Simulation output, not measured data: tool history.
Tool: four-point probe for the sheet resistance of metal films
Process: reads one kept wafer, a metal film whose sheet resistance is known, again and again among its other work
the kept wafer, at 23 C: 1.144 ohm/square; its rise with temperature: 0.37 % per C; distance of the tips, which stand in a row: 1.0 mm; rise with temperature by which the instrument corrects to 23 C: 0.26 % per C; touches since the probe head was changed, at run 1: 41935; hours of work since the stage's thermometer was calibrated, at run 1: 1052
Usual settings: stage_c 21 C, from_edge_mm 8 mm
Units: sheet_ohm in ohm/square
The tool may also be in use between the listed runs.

run,hour,stage_c,from_edge_mm,touches since the probe head was changed,hours of work since the stage's thermometer was calibrated,sheet_ohm
1,0,21,8,41935,1052,1.145216
2,31.5,21,8,43243,1070,1.144461
3,63.7,21,8,44583,1088,1.144529
4,118.5,21,8,46858,1119,1.144234
5,143.8,21,7,47911,1133,1.146833
6,192.1,21,6,49920,1160,1.150756
7,247.4,28,20,52218,1191,1.143442
8,281,19,25,53612,1210,1.131472
9,333.9,32,6,55811,1240,1.16291
10,374.9,32,6,57518,1263,1.163269
11,410.9,32,8,59013,1284,1.154713

The same runs without the tool's hidden state, with the same run-to-run variation:
The hidden state here: inner tips' distance over the nominal, %; tips' flats over new ones', %; wafer's true temperature over the reading, C; drift of the gauge itself on sheet_ohm, %.
run,sheet_ohm
1,1.151135
2,1.150677
3,1.151034
4,1.15125
5,1.154079
6,1.158492
7,1.15159
8,1.13988
9,1.172
10,1.172734
11,1.164411

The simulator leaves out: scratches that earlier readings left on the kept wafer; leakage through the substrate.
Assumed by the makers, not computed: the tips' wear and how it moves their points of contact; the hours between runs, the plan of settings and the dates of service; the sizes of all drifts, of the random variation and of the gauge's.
